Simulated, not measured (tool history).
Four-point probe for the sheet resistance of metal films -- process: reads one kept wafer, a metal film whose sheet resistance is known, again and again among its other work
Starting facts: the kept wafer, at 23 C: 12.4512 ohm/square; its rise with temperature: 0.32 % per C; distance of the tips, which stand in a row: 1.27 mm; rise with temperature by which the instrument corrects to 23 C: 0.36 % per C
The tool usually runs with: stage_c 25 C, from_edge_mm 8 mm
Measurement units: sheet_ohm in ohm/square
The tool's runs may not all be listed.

| run | hour | stage_c | from_edge_mm | sheet_ohm |
|---|---|---|---|---|
| 1 | 0.0 | 25 | 8 | 12.657038 |
| 2 | 13.1 | 25 | 4 | 13.128077 |
| 3 | 29.2 | 25 | 4 | 13.131946 |
| 4 | 42.9 | 25 | 4 | 13.128044 |
| 5 | 61.3 | 24 | 4 | 13.135283 |
| 6 | 72.2 | 25 | 37 | 12.501916 |
| 7 | 85.4 | 25 | 37 | 12.501750 |
| 8 | 95.5 | 25 | 5 | 12.909232 |
| 9 | 106.1 | 25 | 5 | 12.909792 |
| 10 | 115.3 | 25 | 5 | 12.916693 |
| 11 | 132.7 | 25 | 5 | 12.909721 |
| 12 | 153.1 | 25 | 5 | 12.912141 |
| 13 | 170.9 | 25 | 5 | 12.912792 |
| 14 | 186.9 | 25 | 8 | 12.663011 |
| 15 | 203.1 | 25 | 8 | 12.667469 |
| 16 | 224.3 | 25 | 8 | 12.662856 |
| 17 | 240.7 | 25 | 8 | 12.661548 |
| 18 | 250.4 | 25 | 13 | 12.560116 |
| 19 | 267.1 | 25 | 8 | 12.663088 |
| 20 | 278.4 | 25 | 8 | 12.662541 |
| 21 | 287.4 | 25 | 8 | 12.661413 |
| 22 | 297.6 | 25 | 8 | 12.662668 |
| 23 | 313.7 | 35 | 8 | 12.619701 |
| 24 | 332.4 | 24 | 4 | 13.147039 |
| 25 | 349.0 | 20 | 6 | 12.813597 |
| 26 | 363.6 | 19 | 6 | 12.818817 |
| 27 | 379.2 | 33 | 8 | 12.626353 |
| 28 | 400.2 | 33 | 8 | 12.631884 |
| 29 | 413.1 | 34 | 17 | 12.497524 |
| 30 | 424.4 | 34 | 17 | 12.499433 |
| 31 | 444.6 | 27 | 10 | 12.594369 |
| 32 | 457.4 | 23 | 44 | 12.510591 |
| 33 | 478.5 | 29 | 35 | 12.486973 |
| 34 | 489.0 | 32 | 8 | 12.633307 |
| 35 | 501.0 | 27 | 8 | 12.653716 |
| 36 | 512.3 | 27 | 8 | 12.656793 |
| 37 | 532.3 | 24 | 14 | 12.557857 |
| 38 | 550.7 | 23 | 3 | 13.595650 |
| 39 | 570.0 | 19 | 40 | 12.533688 |
| 40 | 580.3 | 21 | 8 | 12.687160 |
| 41 | 600.7 | 29 | 17 | 12.520777 |
| 42 | 619.0 | 20 | 24 | 12.540984 |
| 43 | 635.8 | 28 | 51 | 12.492042 |
| 44 | 656.2 | 28 | 10 | 12.598312 |
| 45 | 676.0 | 28 | 45 | 12.494959 |

Not shown: 2 entries that the log had between the listed runs. Between which runs, and how does the tool's hidden state differ before and after?
In the gap between runs 23 and 24: stage's thermometer calibrated (hour 315.5)
  inner tips' distance over the nominal, %: 0.337 -> 0.34; wafer's true temperature over the reading, C: 0.21 -> 0.26
  measured result minus the result with no hidden state, sheet_ohm: +0.054178 -> +0.058823 ohm/square
In the gap between runs 26 and 27: stage's thermometer calibrated, once more (hour 371.3)
  inner tips' distance over the nominal, %: 0.343 -> 0.345; wafer's true temperature over the reading, C: 0.26 -> 0.11
  measured result minus the result with no hidden state, sheet_ohm: +0.058316 -> +0.051316 ohm/square
